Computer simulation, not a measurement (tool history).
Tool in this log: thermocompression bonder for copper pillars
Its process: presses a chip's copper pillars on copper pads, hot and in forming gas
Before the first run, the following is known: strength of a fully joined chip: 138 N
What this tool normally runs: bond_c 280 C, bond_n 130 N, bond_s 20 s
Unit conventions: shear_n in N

run	day	bond_c	bond_n	bond_s	shear_n
1	0	280	130	20	64
2	1.954	280	130	20	62.5
3	6.071	280	130	20	62.3
4	8.317	280	130	20	62.7
5	10.704	280	130	20	63.3
6	14.067	280	130	20	64.2
7	17.517	280	130	20	62.8
8	19.683	280	130	20	62.9
9	22.688	280	130	54	85.2
10	26.767	280	130	20	61.7
11	29.838	280	130	19	61.5
12	32.583	280	130	19	61.6
13	35.546	280	90	19	43.9
14	37.346	280	90	19	42.6
15	39.246	305	164	22	96
16	43.1	281	164	22	78.8
17	45.529	281	164	22	80
18	47.296	279	80	35	49.3
19	49.092	309	93	58	90
20	53.275	252	109	31	46.8
21	55.821	255	110	20	39.3
22	58.579	255	110	20	39.8
23	62.467	268	88	47	52.8
24	64.292	268	88	47	52.5

Removed from this log: 5 entries logged between the listed runs. Between which two listed runs does each belong, and how does the tool's hidden state at the listed run before it compare with that at the listed run after it?
Between runs 6 and 7: forming gas filter changed (day 14.479)
  oxide that the forming gas leaves, % of the face: 1.41 -> 0.69
Between runs 11 and 12: forming gas filter changed (day 30.679)
  oxide that the forming gas leaves, % of the face: 1.39 -> 0.61
Between runs 14 and 15: heater calibrated with a thermocouple chip (day 38.15)
  true temperature of the bond over the reading, C: -0.4 -> 0; oxide that the forming gas leaves, % of the face: 0.87 -> 0.97
Between runs 17 and 18: forming gas filter changed (day 47.117)
  oxide that the forming gas leaves, % of the face: 1.31 -> 0.52
Between runs 23 and 24: forming gas filter changed (day 63.358)
  oxide that the forming gas leaves, % of the face: 1.36 -> 0.55
